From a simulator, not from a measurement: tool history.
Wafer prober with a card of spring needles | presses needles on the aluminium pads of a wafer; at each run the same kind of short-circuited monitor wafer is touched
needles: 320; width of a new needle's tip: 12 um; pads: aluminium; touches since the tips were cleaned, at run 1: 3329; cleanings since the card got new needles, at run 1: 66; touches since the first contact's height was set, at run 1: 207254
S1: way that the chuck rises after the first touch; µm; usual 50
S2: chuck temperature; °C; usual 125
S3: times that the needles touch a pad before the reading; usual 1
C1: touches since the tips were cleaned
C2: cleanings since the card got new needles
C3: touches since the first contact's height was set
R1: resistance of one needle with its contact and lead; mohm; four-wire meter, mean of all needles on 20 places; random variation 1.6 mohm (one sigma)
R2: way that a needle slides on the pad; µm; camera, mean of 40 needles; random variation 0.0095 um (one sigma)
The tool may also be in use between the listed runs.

run   hour  S1   S2  S3    C1   C2      C3   R1     R2
  1    0.0  50  125   1  3329   66  207254  181  6.125
      12.2  -- tips cleaned on abrasive film
      30.7  -- tips cleaned on abrasive film
      49.5  -- tips cleaned on abrasive film
      53.9  -- height of the first contact set anew
  2   55.0  50   95   1  2538   69     535  170  6.266
      67.4  -- tips cleaned on abrasive film
      87.6  -- tips cleaned on abrasive film
  3   91.3  50   63   1  1840   71   18345  158  6.255
     105.8  -- tips cleaned on abrasive film
     127.3  -- tips cleaned on abrasive film
     146.1  -- tips cleaned on abrasive film
  4  146.4  50   63   1   104   74   45282  145  6.237
     164.2  -- tips cleaned on abrasive film
     182.8  -- tips cleaned on abrasive film
     201.6  -- tips cleaned on abrasive film
  5  201.6  41  125   1     0   77   72351  161  5.077
     222.4  -- tips cleaned on abrasive film
     243.4  -- tips cleaned on abrasive film
  6  248.3  50  125   1  2395   79   95220  173  6.194
     262.2  -- tips cleaned on abrasive film
  7  273.9  47  125   1  5764   80  107766  197  5.812
     282.7  -- tips cleaned on abrasive film
     301.7  -- tips cleaned on abrasive film
     321.4  -- tips cleaned on abrasive film
  8  329.4  50  125   2  3902   83  134932  172  6.182
     342.0  -- tips cleaned on abrasive film
     363.5  -- tips cleaned on abrasive film
  9  364.2  50  125   2   356   85  152010  157  6.154
     382.7  -- tips cleaned on abrasive film
     402.7  -- tips cleaned on abrasive film
 10  419.1  50  125   2  8070   87  178907  179  6.156
     423.2  -- tips cleaned on abrasive film
     443.4  -- tips cleaned on abrasive film
     463.5  -- tips cleaned on abrasive film
 11  468.9  30  125   2  2663   90  203299  210  3.610
     484.3  -- tips cleaned on abrasive film
 12  496.4  30  125   2  5971   91  216769  237  3.630
     504.4  -- tips cleaned on abrasive film
     523.3  -- tips cleaned on abrasive film
     532.3  -- height of the first contact set anew
     541.8  -- tips cleaned on abrasive film
 13  550.1  49  125   2  4112   94    8738  174  6.129
     560.5  -- tips cleaned on abrasive film
     581.4  -- tips cleaned on abrasive film
 14  588.9  49   55   2  3723   96   27742  161  6.107
     601.9  -- tips cleaned on abrasive film
     620.9  -- tips cleaned on abrasive film
     641.6  -- tips cleaned on abrasive film
 15  641.9  39   42   1   141   99   53653  154  4.829
     659.8  -- tips cleaned on abrasive film
 16  675.1  42  125   1  7554  100   69961  217  5.224
     678.0  -- tips cleaned on abrasive film
     695.6  -- tips cleaned on abrasive film
     715.7  -- tips cleaned on abrasive film
 17  727.3  42  125   1  5734  103   95527  210  5.193
     734.6  -- tips cleaned on abrasive film
     752.4  -- tips cleaned on abrasive film
 18  752.4  42  125   1     0  105  107760  163  5.179
     772.4  -- tips cleaned on abrasive film
     791.7  -- tips cleaned on abrasive film
 19  795.6  53   54   3  1892  107  128914  146  6.551
     812.5  -- tips cleaned on abrasive film
 20  820.8  42   54   3  4097  108  141288  167  5.152
     831.8  -- tips cleaned on abrasive film
     849.4  -- tips cleaned on abrasive film
 21  863.6  60   40   2  6980  110  162243  155  7.392
     867.0  -- tips cleaned on abrasive film
     885.7  -- tips cleaned on abrasive film
     906.8  -- tips cleaned on abrasive film
 22  920.9  50  112   1  6939  113  190350  199  6.129
     928.3  -- tips cleaned on abrasive film
     949.7  -- tips cleaned on abrasive film
     967.6  -- tips cleaned on abrasive film
 23  967.6  51  125   1     0  116  213164  157  6.240

Hidden state at the last listed run before each entry between runs and at the first one after, where it differs:
Between runs 1 and 2: tips cleaned on abrasive film (hour 12.2); tips cleaned on abrasive film (hour 30.7); tips cleaned on abrasive film (hour 49.5); height of the first contact set anew (hour 53.9)
  debris on the tips, nm: 92.1 -> 69.2; way that the needles fall short of the set height, um: 0.97 -> 0; tips' diameter, um: 13.14 -> 13.2
  measured less the result without the state, R1: +31 -> +24 mohm; R2: -0.121 -> +0.000 µm
Between runs 2 and 3: tips cleaned on abrasive film (hour 67.4); tips cleaned on abrasive film (hour 87.6)
  debris on the tips, nm: 69.2 -> 56.5; way that the needles fall short of the set height, um: 0 -> 0.1; tips' diameter, um: 13.2 -> 13.23
  measured less the result without the state, R1: +24 -> +21 mohm; R2: +0.000 -> -0.012 µm
Between runs 3 and 4: tips cleaned on abrasive film (hour 105.8); tips cleaned on abrasive film (hour 127.3); tips cleaned on abrasive film (hour 146.1)
  debris on the tips, nm: 56.5 -> 10.5; way that the needles fall short of the set height, um: 0.1 -> 0.24; tips' diameter, um: 13.23 -> 13.28
  measured less the result without the state, R1: +21 -> +6 mohm; R2: -0.012 -> -0.030 µm
Between runs 4 and 5: tips cleaned on abrasive film (hour 164.2); tips cleaned on abrasive film (hour 182.8); tips cleaned on abrasive film (hour 201.6)
  debris on the tips, nm: 10.5 -> 11.7; way that the needles fall short of the set height, um: 0.24 -> 0.4; tips' diameter, um: 13.28 -> 13.34
  measured less the result without the state, R1: +6 -> +8 mohm; R2: -0.030 -> -0.050 µm
Between runs 5 and 6: tips cleaned on abrasive film (hour 222.4); tips cleaned on abrasive film (hour 243.4)
  debris on the tips, nm: 11.7 -> 65.6; way that the needles fall short of the set height, um: 0.4 -> 0.49; tips' diameter, um: 13.34 -> 13.37
  measured less the result without the state, R1: +8 -> +23 mohm; R2: -0.050 -> -0.061 µm
Between runs 6 and 7: tips cleaned on abrasive film (hour 262.2)
  debris on the tips, nm: 65.6 -> 125.1; way that the needles fall short of the set height, um: 0.49 -> 0.53; tips' diameter, um: 13.37 -> 13.39
  measured less the result without the state, R1: +23 -> +47 mohm; R2: -0.061 -> -0.067 µm
Between runs 7 and 8: tips cleaned on abrasive film (hour 282.7); tips cleaned on abrasive film (hour 301.7); tips cleaned on abrasive film (hour 321.4)
  debris on the tips, nm: 125.1 -> 102.7; way that the needles fall short of the set height, um: 0.53 -> 0.71; tips' diameter, um: 13.39 -> 13.45
  measured less the result without the state, R1: +47 -> +22 mohm; R2: -0.067 -> -0.088 µm
Between runs 8 and 9: tips cleaned on abrasive film (hour 342.0); tips cleaned on abrasive film (hour 363.5)
  debris on the tips, nm: 102.7 -> 20.4; way that the needles fall short of the set height, um: 0.71 -> 0.8; tips' diameter, um: 13.45 -> 13.48
  measured less the result without the state, R1: +22 -> +6 mohm; R2: -0.088 -> -0.100 µm
Between runs 9 and 10: tips cleaned on abrasive film (hour 382.7); tips cleaned on abrasive film (hour 402.7)
  debris on the tips, nm: 20.4 -> 140.2; way that the needles fall short of the set height, um: 0.8 -> 0.89; tips' diameter, um: 13.48 -> 13.51
  measured less the result without the state, R1: +6 -> +30 mohm; R2: -0.100 -> -0.111 µm
Between runs 10 and 11: tips cleaned on abrasive film (hour 423.2); tips cleaned on abrasive film (hour 443.4); tips cleaned on abrasive film (hour 463.5)
  debris on the tips, nm: 140.2 -> 80.2; way that the needles fall short of the set height, um: 0.89 -> 1.01; tips' diameter, um: 13.51 -> 13.55
  measured less the result without the state, R1: +30 -> +46 mohm; R2: -0.111 -> -0.127 µm
Between runs 11 and 12: tips cleaned on abrasive film (hour 484.3)
  debris on the tips, nm: 80.2 -> 134.3; way that the needles fall short of the set height, um: 1.01 -> 1.05; tips' diameter, um: 13.55 -> 13.57
  measured less the result without the state, R1: +46 -> +74 mohm; R2: -0.127 -> -0.132 µm
Between runs 12 and 13: tips cleaned on abrasive film (hour 504.4); tips cleaned on abrasive film (hour 523.3); height of the first contact set anew (hour 532.3); tips cleaned on abrasive film (hour 541.8)
  debris on the tips, nm: 134.3 -> 112.1; way that the needles fall short of the set height, um: 1.05 -> 0.06; tips' diameter, um: 13.57 -> 13.62
  measured less the result without the state, R1: +74 -> +24 mohm; R2: -0.132 -> -0.008 µm
Between runs 13 and 14: tips cleaned on abrasive film (hour 560.5); tips cleaned on abrasive film (hour 581.4)
  debris on the tips, nm: 112.1 -> 97.9; way that the needles fall short of the set height, um: 0.06 -> 0.18; tips' diameter, um: 13.62 -> 13.67
  measured less the result without the state, R1: +24 -> +24 mohm; R2: -0.008 -> -0.022 µm
Between runs 14 and 15: tips cleaned on abrasive film (hour 601.9); tips cleaned on abrasive film (hour 620.9); tips cleaned on abrasive film (hour 641.6)
  debris on the tips, nm: 97.9 -> 21.8; way that the needles fall short of the set height, um: 0.18 -> 0.33; tips' diameter, um: 13.67 -> 13.72
  measured less the result without the state, R1: +24 -> +15 mohm; R2: -0.022 -> -0.041 µm
Between runs 15 and 16: tips cleaned on abrasive film (hour 659.8)
  debris on the tips, nm: 21.8 -> 136.9; way that the needles fall short of the set height, um: 0.33 -> 0.39; tips' diameter, um: 13.72 -> 13.74
  measured less the result without the state, R1: +15 -> +65 mohm; R2: -0.041 -> -0.049 µm
Between runs 16 and 17: tips cleaned on abrasive film (hour 678.0); tips cleaned on abrasive film (hour 695.6); tips cleaned on abrasive film (hour 715.7)
  debris on the tips, nm: 136.9 -> 116.7; way that the needles fall short of the set height, um: 0.39 -> 0.55; tips' diameter, um: 13.74 -> 13.8
  measured less the result without the state, R1: +65 -> +57 mohm; R2: -0.049 -> -0.069 µm
Between runs 17 and 18: tips cleaned on abrasive film (hour 734.6); tips cleaned on abrasive film (hour 752.4)
  debris on the tips, nm: 116.7 -> 15; way that the needles fall short of the set height, um: 0.55 -> 0.67; tips' diameter, um: 13.8 -> 13.84
  measured less the result without the state, R1: +57 -> +10 mohm; R2: -0.069 -> -0.084 µm
Between runs 18 and 19: tips cleaned on abrasive film (hour 772.4); tips cleaned on abrasive film (hour 791.7)
  debris on the tips, nm: 15 -> 54.9; way that the needles fall short of the set height, um: 0.67 -> 0.76; tips' diameter, um: 13.84 -> 13.87
  measured less the result without the state, R1: +10 -> +9 mohm; R2: -0.084 -> -0.095 µm
Between runs 19 and 20: tips cleaned on abrasive film (hour 812.5)
  debris on the tips, nm: 54.9 -> 112.6; way that the needles fall short of the set height, um: 0.76 -> 0.82; tips' diameter, um: 13.87 -> 13.89
  measured less the result without the state, R1: +9 -> +24 mohm; R2: -0.095 -> -0.103 µm
Between runs 20 and 21: tips cleaned on abrasive film (hour 831.8); tips cleaned on abrasive film (hour 849.4)
  debris on the tips, nm: 112.6 -> 132.7; way that the needles fall short of the set height, um: 0.82 -> 0.9; tips' diameter, um: 13.89 -> 13.92
  measured less the result without the state, R1: +24 -> +25 mohm; R2: -0.103 -> -0.113 µm
Between runs 21 and 22: tips cleaned on abrasive film (hour 867.0); tips cleaned on abrasive film (hour 885.7); tips cleaned on abrasive film (hour 906.8)
  debris on the tips, nm: 132.7 -> 138.8; way that the needles fall short of the set height, um: 0.9 -> 1.06; tips' diameter, um: 13.92 -> 13.98
  measured less the result without the state, R1: +25 -> +52 mohm; R2: -0.113 -> -0.134 µm
Between runs 22 and 23: tips cleaned on abrasive film (hour 928.3); tips cleaned on abrasive film (hour 949.7); tips cleaned on abrasive film (hour 967.6)
  debris on the tips, nm: 138.8 -> 7.4; way that the needles fall short of the set height, um: 1.06 -> 1.19; tips' diameter, um: 13.98 -> 14.02
  measured less the result without the state, R1: +52 -> +6 mohm; R2: -0.134 -> -0.149 µm
